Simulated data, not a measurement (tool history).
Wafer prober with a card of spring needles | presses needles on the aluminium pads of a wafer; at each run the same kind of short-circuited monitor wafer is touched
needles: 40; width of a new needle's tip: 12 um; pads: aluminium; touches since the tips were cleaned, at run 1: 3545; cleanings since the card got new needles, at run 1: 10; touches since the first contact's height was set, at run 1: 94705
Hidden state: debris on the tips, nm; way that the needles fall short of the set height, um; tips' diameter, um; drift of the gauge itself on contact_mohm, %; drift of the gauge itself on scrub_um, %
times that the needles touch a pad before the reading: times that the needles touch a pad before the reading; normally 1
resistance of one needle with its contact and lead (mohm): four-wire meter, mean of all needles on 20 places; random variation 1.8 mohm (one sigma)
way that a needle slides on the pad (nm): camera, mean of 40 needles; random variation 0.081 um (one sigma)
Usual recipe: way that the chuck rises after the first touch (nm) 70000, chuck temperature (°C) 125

run   hour  way that the chuck rises after the first touch (nm)  chuck temperature (°C)  times that the needles touch a pad before the reading  touches since the tips were cleaned  cleanings since the card got new needles  touches since the first contact's height was set  resistance of one needle with its contact and lead (mohm)  way that a needle slides on the pad (nm)
  1      0                                                70000                     125                                                      1                                 3545                                        10                                             94705                                                        211                                     18470
      28.4  -- tips cleaned on abrasive film
  2   39.9                                                70000                     125                                                      1                                 2080                                        11                                            101938                                                        235                                     18340
      74.4  -- tips cleaned on abrasive film
  3     81                                                70000                     125                                                      1                                 1193                                        12                                            109399                                                        191                                     18510
     119.4  -- tips cleaned on abrasive film
  4  122.1                                                70000                     125                                                      1                                  488                                        13                                            116859                                                        187                                     18350
     146.8  -- tips cleaned on abrasive film, once more
  5  150.5                                                70000                     125                                                      1                                  675                                        14                                            122013                                                        193                                     18490
  6  181.8                                                70000                     125                                                      1                                 6356                                        14                                            127694                                                        214                                     18360
     192.4  -- tips cleaned on abrasive film
  7  203.3                                                70000                     125                                                      1                                 1987                                        15                                            131593                                                        199                                     18420
  8  222.9                                                70000                     125                                                      1                                 5553                                        15                                            135159                                                        215                                     18280
     239.6  -- tips cleaned on abrasive film
  9  267.3                                                70000                     125                                                      1                                 5037                                        16                                            143217                                                        215                                     18300
     285.4  -- tips cleaned on abrasive film
 10  313.9                                                70000                     125                                                      1                                 5179                                        17                                            151668                                                        215                                     18340
       334  -- tips cleaned on abrasive film
 11  360.8                                                70000                     125                                                      1                                 4887                                        18                                            160197                                                        212                                     18440
     382.6  -- tips cleaned on abrasive film
 12  407.5                                                70000                     125                                                      1                                 4528                                        19                                            168658                                                        210                                     18270
     428.3  -- tips cleaned on abrasive film
 13  435.2                                                70000                     125                                                      1                                 1263                                        20                                            173688                                                        196                                     18080
 14    462                                                70000                     117                                                      1                                 6132                                        20                                            178557                                                        211                                     18190
     473.5  -- tips cleaned on abrasive film
 15  500.6                                                81000                     119                                                      2                                 4917                                        21                                            185558                                                        195                                     21080
     521.4  -- tips cleaned on abrasive film
 16  543.7                                                77000                     125                                                      1                                 4047                                        22                                            193384                                                        207                                     19960
     567.1  -- tips cleaned on abrasive film
 17  591.2                                                62000                     125                                                      1                                 4392                                        23                                            202011                                                        211                                     16010
     614.4  -- tips cleaned on abrasive film
 18    634                                                87000                      41                                                      2                                 3567                                        24                                            209770                                                        181                                     22560
     652.8  -- height of the first contact set anew
     660.1  -- tips cleaned on abrasive film
 19  667.9                                                87000                      41                                                      2                                 1415                                        25                                              2732                                                        175                                     23160
     706.5  -- tips cleaned on abrasive film
 20  710.8                                                57000                      60                                                      1                                  791                                        26                                             10519                                                        186                                     15270
 21  733.6                                                62000                      48                                                      2                                 4929                                        26                                             14657                                                        186                                     16460
       753  -- tips cleaned on abrasive film
 22  754.8                                                62000                      48                                                      2                                  331                                        27                                             18498                                                        168                                     16620
 23  791.9                                                62000                      48                                                      2                                 7077                                        27                                             25244                                                        193                                     16550
     799.1  -- tips cleaned on abrasive film
 24  827.2                                                53000                     125                                                      1                                 5112                                        28                                             31653                                                        223                                     14220
     844.5  -- tips cleaned on abrasive film
 25    866                                                53000                     125                                                      1                                 3910                                        29                                             38697                                                        215                                     14060

Below are 3 alternative next runs, each starting from the tool's condition after run 25. Predict each:
  A  885.6                                                88000                      56                                                      2                                 7474                                        29                                             42261                                                          ?                                         ?
  B  885.6                                                70000                     125                                                      2                                 7474                                        29                                             42261                                                          ?                                         ?
  C  885.6                                                53000                      27                                                      1                                 7474                                        29                                             42261                                                          ?                                         ?

run  resistance of one needle with its contact and lead (mohm)  way that a needle slides on the pad (nm)
  A                                                        186                                     23340
  B                                                        202                                     18650
  C                                                        215                                     14080
What these runs would have given with no unlogged condition in the tool:
run  resistance of one needle with its contact and lead (mohm)  way that a needle slides on the pad (nm)
  A                                                        169                                     23450
  B                                                        185                                     18760
  C                                                        166                                     14190

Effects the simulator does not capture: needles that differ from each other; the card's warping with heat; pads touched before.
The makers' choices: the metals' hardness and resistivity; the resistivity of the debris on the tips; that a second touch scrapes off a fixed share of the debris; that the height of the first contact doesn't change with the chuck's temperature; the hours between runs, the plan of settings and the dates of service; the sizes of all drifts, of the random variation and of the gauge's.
